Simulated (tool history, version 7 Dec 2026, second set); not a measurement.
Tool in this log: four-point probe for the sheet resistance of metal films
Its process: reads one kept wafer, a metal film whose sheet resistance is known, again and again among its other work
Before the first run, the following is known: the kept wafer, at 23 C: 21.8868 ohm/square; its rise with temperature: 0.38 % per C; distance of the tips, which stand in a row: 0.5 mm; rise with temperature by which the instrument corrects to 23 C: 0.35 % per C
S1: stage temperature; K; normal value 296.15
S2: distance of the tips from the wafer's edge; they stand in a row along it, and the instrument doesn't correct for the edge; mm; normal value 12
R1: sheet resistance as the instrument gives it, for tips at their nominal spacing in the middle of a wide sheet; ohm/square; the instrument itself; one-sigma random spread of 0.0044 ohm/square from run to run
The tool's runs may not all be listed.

| run | hour | S1 | S2 | R1 |
|---|---|---|---|---|
| 1 | 0 | 296.15 | 12 | 21.916282 |
| 2 | 14.8 | 296.15 | 12 | 21.913105 |
| 3 | 32.5 | 306.15 | 12 | 21.9735 |
| 4 | 54.2 | 306.15 | 12 | 21.975921 |
| 5 | 65 | 302.15 | 12 | 21.951386 |
| 6 | 84.1 | 296.15 | 23 | 21.897586 |
| 7 | 97.9 | 303.15 | 12 | 21.961664 |
| 8 | 109.2 | 303.15 | 12 | 21.961963 |
| 9 | 124.7 | 296.15 | 12 | 21.907577 |
| 10 | 149.8 | 296.15 | 12 | 21.912771 |
| 11 | 163.3 | 296.15 | 12 | 21.89928 |
| 12 | 185.3 | 296.15 | 12 | 21.90822 |
| 13 | 206.2 | 296.15 | 12 | 21.901707 |
| 14 | 231.8 | 296.15 | 12 | 21.905007 |
| 15 | 248.1 | 296.15 | 15 | 21.904784 |
| 16 | 270.3 | 296.15 | 26 | 21.886571 |
| 17 | 282.7 | 296.15 | 12 | 21.911236 |
| 18 | 306.8 | 296.15 | 12 | 21.900358 |
| 19 | 330.7 | 296.15 | 12 | 21.899805 |
| 20 | 352.4 | 296.15 | 12 | 21.909554 |
| 21 | 373.7 | 296.15 | 12 | 21.906584 |
| 22 | 398.9 | 296.15 | 12 | 21.903099 |
| 23 | 415.2 | 296.15 | 12 | 21.903711 |
| 24 | 428 | 295.15 | 70 | 21.867382 |
| 25 | 441 | 292.15 | 9 | 21.893108 |
| 26 | 462.2 | 292.15 | 9 | 21.896772 |
| 27 | 484 | 293.15 | 5 | 21.97444 |
| 28 | 502.5 | 294.15 | 8 | 21.912278 |
| 29 | 518.7 | 294.15 | 8 | 21.911504 |
| 30 | 532.4 | 294.15 | 7 | 21.920981 |
| 31 | 543.1 | 300.15 | 5 | 22.02016 |
| 32 | 561.5 | 300.15 | 5 | 22.019382 |
| 33 | 578.7 | 295.15 | 3 | 22.188129 |
| 34 | 602.9 | 295.15 | 3 | 22.186535 |
| 35 | 622.9 | 295.15 | 3 | 22.190356 |
| 36 | 641.3 | 305.15 | 6 | 22.013889 |
| 37 | 656.1 | 305.15 | 6 | 22.015491 |
| 38 | 669.5 | 293.15 | 20 | 21.856144 |
| 39 | 684.3 | 295.15 | 4 | 22.049628 |
| 40 | 700.7 | 295.15 | 4 | 22.049694 |
| 41 | 716.1 | 295.15 | 4 | 22.052 |
| 42 | 727.5 | 295.15 | 6 | 21.947952 |
| 43 | 746.8 | 296.15 | 5 | 21.985236 |
| 44 | 764.7 | 292.15 | 42 | 21.842831 |

4 ways to go on from here, each from the tool as it stands after run 44. What would each give?
| A | 788 | 294.15 | 7 | ? |
| B | 788 | 292.15 | 10 | ? |
| C | 788 | 295.15 | 20 | ? |
| D | 788 | 292.15 | 6 | ? |

| run | R1 |
|---|---|
| A | 21.909872 |
| B | 21.857474 |
| C | 21.869551 |
| D | 21.922067 |
What these runs would have given with no unlogged condition in the tool:
| run | R1 |
|---|---|
| A | 21.930424 |
| B | 21.878101 |
| C | 21.890004 |
| D | 21.942754 |

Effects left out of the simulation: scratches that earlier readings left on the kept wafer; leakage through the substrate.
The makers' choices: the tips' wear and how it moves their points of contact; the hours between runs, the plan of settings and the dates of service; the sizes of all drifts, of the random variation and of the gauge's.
